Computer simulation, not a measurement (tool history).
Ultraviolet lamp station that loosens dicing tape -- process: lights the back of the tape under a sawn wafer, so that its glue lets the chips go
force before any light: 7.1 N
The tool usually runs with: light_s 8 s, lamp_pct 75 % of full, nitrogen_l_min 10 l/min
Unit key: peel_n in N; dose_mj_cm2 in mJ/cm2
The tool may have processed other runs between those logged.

run 1 day=0 | light_s=8 lamp_pct=75 nitrogen_l_min=10 | peel_n=1.048 dose_mj_cm2=176
run 2 day=1.121 | light_s=8 lamp_pct=75 nitrogen_l_min=10 | peel_n=1.099 dose_mj_cm2=167
run 3 day=2.362 | light_s=8 lamp_pct=75 nitrogen_l_min=10 | peel_n=1.122 dose_mj_cm2=173
run 4 day=3.438 | light_s=8 lamp_pct=75 nitrogen_l_min=10 | peel_n=1.164 dose_mj_cm2=164
run 5 day=4.417 | light_s=8 lamp_pct=75 nitrogen_l_min=10 | peel_n=1.19 dose_mj_cm2=163
run 6 day=5.267 | light_s=8 lamp_pct=75 nitrogen_l_min=10 | peel_n=1.188 dose_mj_cm2=158
run 7 day=5.921 | light_s=5 lamp_pct=75 nitrogen_l_min=10 | peel_n=2.299 dose_mj_cm2=100
run 8 day=7.05 | light_s=8 lamp_pct=75 nitrogen_l_min=10 | peel_n=1.269 dose_mj_cm2=163
run 9 day=8.379 | light_s=8 lamp_pct=75 nitrogen_l_min=10 | peel_n=1.308 dose_mj_cm2=156
run 10 day=9.167 | light_s=8 lamp_pct=75 nitrogen_l_min=10 | peel_n=1.578 dose_mj_cm2=138
run 11 day=9.967 | light_s=8 lamp_pct=75 nitrogen_l_min=10 | peel_n=1.571 dose_mj_cm2=136
run 12 day=10.917 | light_s=8 lamp_pct=75 nitrogen_l_min=10 | peel_n=1.626 dose_mj_cm2=136
run 13 day=12.254 | light_s=8 lamp_pct=75 nitrogen_l_min=10 | peel_n=1.009 dose_mj_cm2=176
run 14 day=12.812 | light_s=8 lamp_pct=75 nitrogen_l_min=10 | peel_n=1.073 dose_mj_cm2=181
run 15 day=14.117 | light_s=5 lamp_pct=70 nitrogen_l_min=16 | peel_n=2.027 dose_mj_cm2=102
run 16 day=15.15 | light_s=7 lamp_pct=70 nitrogen_l_min=15 | peel_n=1.3 dose_mj_cm2=138
run 17 day=16.188 | light_s=8 lamp_pct=75 nitrogen_l_min=4 | peel_n=1.784 dose_mj_cm2=165
run 18 day=17.171 | light_s=8 lamp_pct=75 nitrogen_l_min=4 | peel_n=1.853 dose_mj_cm2=166
run 19 day=18.475 | light_s=8 lamp_pct=75 nitrogen_l_min=4 | peel_n=1.803 dose_mj_cm2=164
run 20 day=19.654 | light_s=11 lamp_pct=72 nitrogen_l_min=3 | peel_n=1.557 dose_mj_cm2=208
run 21 day=20.962 | light_s=10 lamp_pct=72 nitrogen_l_min=4 | peel_n=1.503 dose_mj_cm2=192
run 22 day=22.192 | light_s=10 lamp_pct=75 nitrogen_l_min=14 | peel_n=0.786 dose_mj_cm2=189
run 23 day=22.879 | light_s=5 lamp_pct=60 nitrogen_l_min=10 | peel_n=2.965 dose_mj_cm2=77
run 24 day=23.912 | light_s=5 lamp_pct=60 nitrogen_l_min=10 | peel_n=3.087 dose_mj_cm2=75
run 25 day=24.562 | light_s=8 lamp_pct=64 nitrogen_l_min=7 | peel_n=2.048 dose_mj_cm2=124
run 26 day=25.188 | light_s=8 lamp_pct=97 nitrogen_l_min=10 | peel_n=0.918 dose_mj_cm2=188
run 27 day=26.392 | light_s=8 lamp_pct=97 nitrogen_l_min=10 | peel_n=0.945 dose_mj_cm2=185
run 28 day=27.117 | light_s=8 lamp_pct=97 nitrogen_l_min=10 | peel_n=0.954 dose_mj_cm2=185

Between the runs listed above, the log contained 2 entries, not reproduced here. Where in the sequence does each belong, and how does what the log doesn't record of the tool's condition differ from the listed run before to the listed run after?
In the gap between runs 9 and 10: window cleaned of glue's vapour (day 8.492)
  lamp's light, % of a new lamp's: 83.1 -> 82.8; light that the window lets through, % of a clean one's: 84.9 -> 76.9
  the result without the hidden state subtracted from the measured one, peel_n: +0.602 -> +0.846 N; dose_mj_cm2: -64 -> -79 mJ/cm2
In the gap between runs 12 and 13: window cleaned of glue's vapour, once more (day 11.517)
  lamp's light, % of a new lamp's: 82.2 -> 81.7; light that the window lets through, % of a clean one's: 75.4 -> 98.7
  the result without the hidden state subtracted from the measured one, peel_n: +0.897 -> +0.329 N; dose_mj_cm2: -83 -> -42 mJ/cm2
